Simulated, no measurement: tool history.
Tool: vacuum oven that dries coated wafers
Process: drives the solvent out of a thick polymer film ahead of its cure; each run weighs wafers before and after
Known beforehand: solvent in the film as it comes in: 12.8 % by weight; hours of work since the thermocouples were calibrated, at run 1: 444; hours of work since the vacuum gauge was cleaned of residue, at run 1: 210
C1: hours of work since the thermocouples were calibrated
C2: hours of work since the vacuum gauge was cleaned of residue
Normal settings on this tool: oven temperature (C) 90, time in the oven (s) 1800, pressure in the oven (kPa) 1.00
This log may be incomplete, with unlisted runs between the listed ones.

Run 1, hour 0.0: usual settings; C1 444; C2 210. Result: solvent left in the film (%) 2.02.
Run 2, hour 15.2: usual settings; C1 454; C2 220. Result: solvent left in the film (%) 1.94.
Run 3, hour 42.0: usual settings; C1 473; C2 239. Result: solvent left in the film (%) 1.92.
Run 4, hour 60.0: usual settings but oven temperature (C) 95; C1 485; C2 251. Result: solvent left in the film (%) 1.48.
Run 5, hour 85.0: usual settings; C1 502; C2 268. Result: solvent left in the film (%) 1.98.
Run 6, hour 102.8: usual settings but time in the oven (s) 1380; C1 514; C2 280. Result: solvent left in the film (%) 2.56.
Run 7, hour 123.4: usual settings but time in the oven (s) 2640; C1 528; C2 294. Result: solvent left in the film (%) 1.51.
Run 8, hour 149.1: usual settings but time in the oven (s) 2640; C1 546; C2 312. Result: solvent left in the film (%) 1.66.
Run 9, hour 180.8: usual settings but time in the oven (s) 3000; C1 567; C2 333. Result: solvent left in the film (%) 1.54.
Run 10, hour 213.6: usual settings; C1 590; C2 356. Result: solvent left in the film (%) 1.91.
Run 11, hour 237.9: usual settings but oven temperature (C) 102; C1 606; C2 372. Result: solvent left in the film (%) 1.00.
Run 12, hour 253.0: usual settings but oven temperature (C) 102, pressure in the oven (kPa) 0.82; C1 617; C2 383. Result: solvent left in the film (%) 0.80.
Run 13, hour 274.0: usual settings but oven temperature (C) 102, pressure in the oven (kPa) 0.82; C1 631; C2 397. Result: solvent left in the film (%) 0.88.
Run 14, hour 299.4: usual settings but oven temperature (C) 102, pressure in the oven (kPa) 1.91; C1 648; C2 414. Result: solvent left in the film (%) 1.76.
Run 15, hour 326.9: usual settings but oven temperature (C) 102, pressure in the oven (kPa) 1.91; C1 667; C2 433. Result: solvent left in the film (%) 1.75.
Run 16, hour 343.4: usual settings but oven temperature (C) 102, pressure in the oven (kPa) 1.91; C1 678; C2 444. Result: solvent left in the film (%) 1.82.
Run 17, hour 364.9: usual settings but pressure in the oven (kPa) 1.54; C1 693; C2 459. Result: solvent left in the film (%) 2.66.
Run 18, hour 392.6: usual settings but pressure in the oven (kPa) 1.54; C1 712; C2 478. Result: solvent left in the film (%) 2.70.
Run 19, hour 408.5: usual settings but time in the oven (s) 1440; C1 723; C2 489. Result: solvent left in the film (%) 2.39.
Run 20, hour 442.4: usual settings but time in the oven (s) 1440; C1 746; C2 512. Result: solvent left in the film (%) 2.47.
Run 21, hour 478.5: usual settings but time in the oven (s) 2340; C1 770; C2 537. Result: solvent left in the film (%) 1.69.
Run 22, hour 497.4: usual settings; C1 783; C2 550. Result: solvent left in the film (%) 2.05.
Run 23, hour 522.8: usual settings; C1 801; C2 567. Result: solvent left in the film (%) 1.96.
Run 24, hour 543.6: usual settings but oven temperature (C) 79; C1 815; C2 581. Result: solvent left in the film (%) 3.92.
Run 25, hour 569.3: usual settings but oven temperature (C) 91, pressure in the oven (kPa) 0.95; C1 832; C2 599. Result: solvent left in the film (%) 1.97.
Run 26, hour 600.8: usual settings but oven temperature (C) 76, time in the oven (s) 2820, pressure in the oven (kPa) 1.53; C1 854; C2 620. Result: solvent left in the film (%) 4.49.

Run 27 has not been measured yet. What should we expect?
Run 27, hour 633.2: usual settings but time in the oven (s) 1620, pressure in the oven (kPa) 0.88; C1 876; C2 642. Result: solvent left in the film (%) ?.

{"run 27": {"solvent left in the film (%)": 2.07}}
Were there no unlogged condition in the tool, this run, its random variation unchanged, would have produced solvent left in the film (%) 2.06.
